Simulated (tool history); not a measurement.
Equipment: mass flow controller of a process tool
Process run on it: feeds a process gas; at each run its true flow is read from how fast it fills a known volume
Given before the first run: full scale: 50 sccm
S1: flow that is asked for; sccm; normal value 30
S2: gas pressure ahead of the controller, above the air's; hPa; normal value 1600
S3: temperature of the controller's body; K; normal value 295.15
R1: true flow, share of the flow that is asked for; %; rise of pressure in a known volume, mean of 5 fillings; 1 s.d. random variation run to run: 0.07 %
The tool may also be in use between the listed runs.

{"run": 1, "day": 0.0, "S1": 30, "S2": 1600, "S3": 295.15, "R1": 99.17}
{"run": 2, "day": 7.458, "S1": 30, "S2": 1850, "S3": 295.15, "R1": 99.24}
{"run": 3, "day": 18.25, "S1": 30, "S2": 1850, "S3": 295.15, "R1": 99.53}
{"run": 4, "day": 23.492, "S1": 30, "S2": 1850, "S3": 295.15, "R1": 99.61}
{"run": 5, "day": 33.629, "S1": 30, "S2": 1850, "S3": 295.15, "R1": 99.84}
{"run": 6, "day": 38.342, "S1": 35, "S2": 1600, "S3": 295.15, "R1": 100.4}
{"day": 39.367, "done": "controller's zero set anew"}
{"run": 7, "day": 47.975, "S1": 30, "S2": 1600, "S3": 295.15, "R1": 100.47}
{"run": 8, "day": 54.912, "S1": 30, "S2": 1600, "S3": 295.15, "R1": 100.4}
{"run": 9, "day": 63.521, "S1": 25, "S2": 1600, "S3": 299.15, "R1": 100.73}
{"run": 10, "day": 72.925, "S1": 26, "S2": 2280, "S3": 309.15, "R1": 101.46}
{"run": 11, "day": 77.762, "S1": 7, "S2": 1940, "S3": 294.15, "R1": 100.19}
{"run": 12, "day": 87.112, "S1": 5, "S2": 1600, "S3": 295.15, "R1": 100.34}
{"run": 13, "day": 98.3, "S1": 17, "S2": 2760, "S3": 304.15, "R1": 101.58}
{"day": 104.883, "done": "controller exchanged for a calibrated one"}
{"run": 14, "day": 106.333, "S1": 30, "S2": 1600, "S3": 308.15, "R1": 102.57}
{"day": 109.617, "done": "gauge calibrated"}
{"run": 15, "day": 111.438, "S1": 11, "S2": 1600, "S3": 309.15, "R1": 99.01}
{"run": 16, "day": 117.254, "S1": 11, "S2": 1600, "S3": 309.15, "R1": 99.26}

Forecast each of these 4 alternatives for the next run:
{"run": "A", "day": 122.392, "S1": 12, "S2": 1540, "S3": 309.15, "R1": "?"}
{"run": "B", "day": 122.392, "S1": 30, "S2": 1600, "S3": 304.15, "R1": "?"}
{"run": "C", "day": 122.392, "S1": 5, "S2": 1600, "S3": 301.15, "R1": "?"}
{"run": "D", "day": 122.392, "S1": 11, "S2": 1570, "S3": 294.15, "R1": "?"}

run=A R1=99.52
run=B R1=99.90
run=C R1=98.65
run=D R1=98.66
Had the tool no hidden state, the same runs would have come out as:
run=A R1=99.18
run=B R1=99.56
run=C R1=98.31
run=D R1=98.32

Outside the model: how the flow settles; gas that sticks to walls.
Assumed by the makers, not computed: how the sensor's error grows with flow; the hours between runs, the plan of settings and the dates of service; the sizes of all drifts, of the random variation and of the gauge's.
